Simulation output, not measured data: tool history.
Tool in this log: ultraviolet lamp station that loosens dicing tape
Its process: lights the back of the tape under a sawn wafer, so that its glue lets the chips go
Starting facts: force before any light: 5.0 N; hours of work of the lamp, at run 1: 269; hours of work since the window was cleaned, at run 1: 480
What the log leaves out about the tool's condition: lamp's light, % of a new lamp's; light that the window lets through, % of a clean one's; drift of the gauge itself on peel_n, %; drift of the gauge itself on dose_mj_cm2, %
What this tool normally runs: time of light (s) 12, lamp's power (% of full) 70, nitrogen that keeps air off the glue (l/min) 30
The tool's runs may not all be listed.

run	day	time of light (s)	lamp's power (% of full)	nitrogen that keeps air off the glue (l/min)	hours of work of the lamp	hours of work since the window was cleaned	force that peels the tape off (N)	light that reached the tape (J/m2)
1	0.000	12	70	30	269	480	0.140	3670
2	0.850	12	70	30	278	489	0.151	3670
3	1.575	12	70	30	286	497	0.131	3680
4	2.033	12	70	15	290	501	0.267	3690
5	2.804	12	62	30	299	510	0.193	3270
6	3.579	12	62	30	307	518	0.187	3290
7	4.404	12	62	30	316	527	0.190	3290
8	4.888	12	70	30	321	532	0.142	3720
9	5.479	12	70	30	328	539	0.139	3690
10	5.871	12	66	21	332	543	0.213	3500
11	6.775	8	70	46	341	552	0.279	2500
# day 7.162: window cleaned of glue's vapour
12	7.458	12	97	28	349	3	0.080	5170
13	8.129	24	70	30	356	10	0.061	7390
14	8.604	24	95	57	361	16	0.045	10030
15	9.412	24	95	57	370	24	0.060	9950

5 options for the next run, each taken on its own from the tool as it stands now. Forecast them:
A	10.250	24	95	12	379	33	?	?
B	10.250	24	95	12	379	33	?	?
C	10.250	22	68	24	379	33	?	?
D	10.250	14	95	42	379	33	?	?
E	10.250	12	70	15	379	33	?	?

run	force that peels the tape off (N)	light that reached the tape (J/m2)
A	0.062	10030
B	0.059	10020
C	0.064	6590
D	0.057	5840
E	0.253	3700
Without the tool's hidden state the same runs would have given:
run	force that peels the tape off (N)	light that reached the tape (J/m2)
A	0.062	10040
B	0.059	10030
C	0.064	6590
D	0.057	5850
E	0.253	3700
